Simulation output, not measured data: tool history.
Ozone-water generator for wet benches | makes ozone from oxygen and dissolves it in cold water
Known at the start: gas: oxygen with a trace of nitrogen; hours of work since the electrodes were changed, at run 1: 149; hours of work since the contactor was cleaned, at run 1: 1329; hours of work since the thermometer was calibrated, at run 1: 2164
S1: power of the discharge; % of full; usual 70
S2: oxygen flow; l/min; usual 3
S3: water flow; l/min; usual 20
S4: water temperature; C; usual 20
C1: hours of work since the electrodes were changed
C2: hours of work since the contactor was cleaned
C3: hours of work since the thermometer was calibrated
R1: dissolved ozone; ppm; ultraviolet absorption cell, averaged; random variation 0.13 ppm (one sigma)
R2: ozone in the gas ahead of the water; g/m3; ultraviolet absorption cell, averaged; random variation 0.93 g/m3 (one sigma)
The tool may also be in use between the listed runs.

run 1 hour=0 | S1=70 S2=3 S3=20 S4=20 | C1=149 C2=1329 C3=2164 | R1=12.7 R2=156.5
run 2 hour=29 | S1=70 S2=3 S3=20 S4=20 | C1=171 C2=1351 C3=2186 | R1=12.9 R2=157.5
run 3 hour=62.4 | S1=70 S2=3 S3=20 S4=20 | C1=197 C2=1377 C3=2212 | R1=12.7 R2=158.1
run 4 hour=86.2 | S1=70 S2=3 S3=20 S4=20 | C1=215 C2=1395 C3=2230 | R1=12.9 R2=157.8
run 5 hour=107.5 | S1=70 S2=3 S3=20 S4=12 | C1=231 C2=1411 C3=2246 | R1=13.7 R2=158.3
run 6 hour=147.6 | S1=70 S2=3 S3=20 S4=12 | C1=262 C2=1442 C3=2277 | R1=14 R2=155.8
run 7 hour=189.3 | S1=70 S2=3 S3=20 S4=12 | C1=294 C2=1474 C3=2309 | R1=13.7 R2=158.4
run 8 hour=223.5 | S1=70 S2=3 S3=20 S4=12 | C1=320 C2=1500 C3=2335 | R1=13.9 R2=159.3
run 9 hour=248.4 | S1=70 S2=3 S3=20 S4=12 | C1=339 C2=1519 C3=2354 | R1=13.9 R2=158.9
run 10 hour=277.6 | S1=70 S2=3 S3=20 S4=12 | C1=361 C2=1541 C3=2376 | R1=13.8 R2=157.7
run 11 hour=313.7 | S1=70 S2=3 S3=20 S4=12 | C1=389 C2=1569 C3=2404 | R1=13.8 R2=160.7
run 12 hour=348.9 | S1=70 S2=3 S3=20 S4=12 | C1=416 C2=1596 C3=2431 | R1=14 R2=158.7
run 13 hour=384.6 | S1=70 S2=3 S3=20 S4=12 | C1=443 C2=1623 C3=2458 | R1=13.7 R2=159.7
run 14 hour=422.5 | S1=70 S2=3 S3=20 S4=12 | C1=472 C2=1652 C3=2487 | R1=13.9 R2=160.1
run 15 hour=451.3 | S1=70 S2=3 S3=20 S4=20 | C1=494 C2=1674 C3=2509 | R1=12.8 R2=159.6
run 16 hour=480.4 | S1=70 S2=3 S3=20 S4=20 | C1=516 C2=1697 C3=2532 | R1=12.9 R2=159.7
run 17 hour=506.6 | S1=70 S2=3 S3=20 S4=20 | C1=537 C2=1717 C3=2552 | R1=12.8 R2=161
run 18 hour=542.2 | S1=42 S2=3 S3=20 S4=26 | C1=564 C2=1744 C3=2579 | R1=8.8 R2=119.1
run 19 hour=564.9 | S1=42 S2=3 S3=20 S4=17 | C1=581 C2=1761 C3=2596 | R1=9.7 R2=118.9
run 20 hour=588.2 | S1=97 S2=1.66 S3=13 S4=20 | C1=599 C2=1779 C3=2614 | R1=20.1 R2=257.4
run 21 hour=624.6 | S1=97 S2=1.66 S3=13 S4=20 | C1=627 C2=1807 C3=2642 | R1=20 R2=258.8
run 22 hour=646.9 | S1=89 S2=3.97 S3=21 S4=27 | C1=644 C2=1824 C3=2659 | R1=13.5 R2=163.3
-- hour=659.4 gauge calibrated
run 23 hour=682.9 | S1=89 S2=3.97 S3=21 S4=27 | C1=672 C2=1852 C3=2687 | R1=13.3 R2=158.5
run 24 hour=722.3 | S1=68 S2=1.72 S3=20 S4=20 | C1=702 C2=1882 C3=2717 | R1=10.9 R2=202.7
run 25 hour=750 | S1=69 S2=2.16 S3=18 S4=24 | C1=723 C2=1903 C3=2738 | R1=12.6 R2=182.7
run 26 hour=769 | S1=78 S2=2.03 S3=16 S4=24 | C1=737 C2=1918 C3=2753 | R1=15 R2=204.5
-- hour=778.7 contactor cleaned
run 27 hour=798.6 | S1=41 S2=2.03 S3=12 S4=24 | C1=757 C2=15 C3=2772 | R1=12.8 R2=140.5
run 28 hour=829.7 | S1=41 S2=2.03 S3=15 S4=24 | C1=781 C2=39 C3=2796 | R1=10.6 R2=136.8
run 29 hour=867 | S1=41 S2=2.03 S3=15 S4=24 | C1=809 C2=68 C3=2825 | R1=10.6 R2=138.5
run 30 hour=907.8 | S1=41 S2=2.03 S3=15 S4=24 | C1=841 C2=99 C3=2856 | R1=10.7 R2=139.2
run 31 hour=942 | S1=54 S2=1.64 S3=17 S4=13 | C1=867 C2=125 C3=2882 | R1=11.6 R2=182.8
run 32 hour=964.2 | S1=70 S2=5.21 S3=13 S4=13 | C1=884 C2=142 C3=2899 | R1=21 R2=123.3
run 33 hour=992.6 | S1=70 S2=5.21 S3=13 S4=13 | C1=906 C2=164 C3=2921 | R1=20.8 R2=122.3

4 ways to go on from here, each from the tool as it stands after run 33. What would each give?
run A hour=1018.6 | S1=56 S2=5.21 S3=13 S4=13 | C1=925 C2=184 C3=2941 | R1=? R2=?
run B hour=1018.6 | S1=52 S2=2.24 S3=20 S4=23 | C1=925 C2=184 C3=2941 | R1=? R2=?
run C hour=1018.6 | S1=53 S2=1.66 S3=20 S4=13 | C1=925 C2=184 C3=2941 | R1=? R2=?
run D hour=1018.6 | S1=70 S2=5.21 S3=17 S4=25 | C1=925 C2=184 C3=2941 | R1=? R2=?

run=A R1=18.2 R2=108.6
run=B R1=10 R2=153.6
run=C R1=9.9 R2=179.7
run=D R1=14.2 R2=123.9
Without the tool's hidden state the same runs would have given:
run=A R1=18.2 R2=107
run=B R1=10 R2=151.2
run=C R1=9.9 R2=177
run=D R1=14.2 R2=122.1
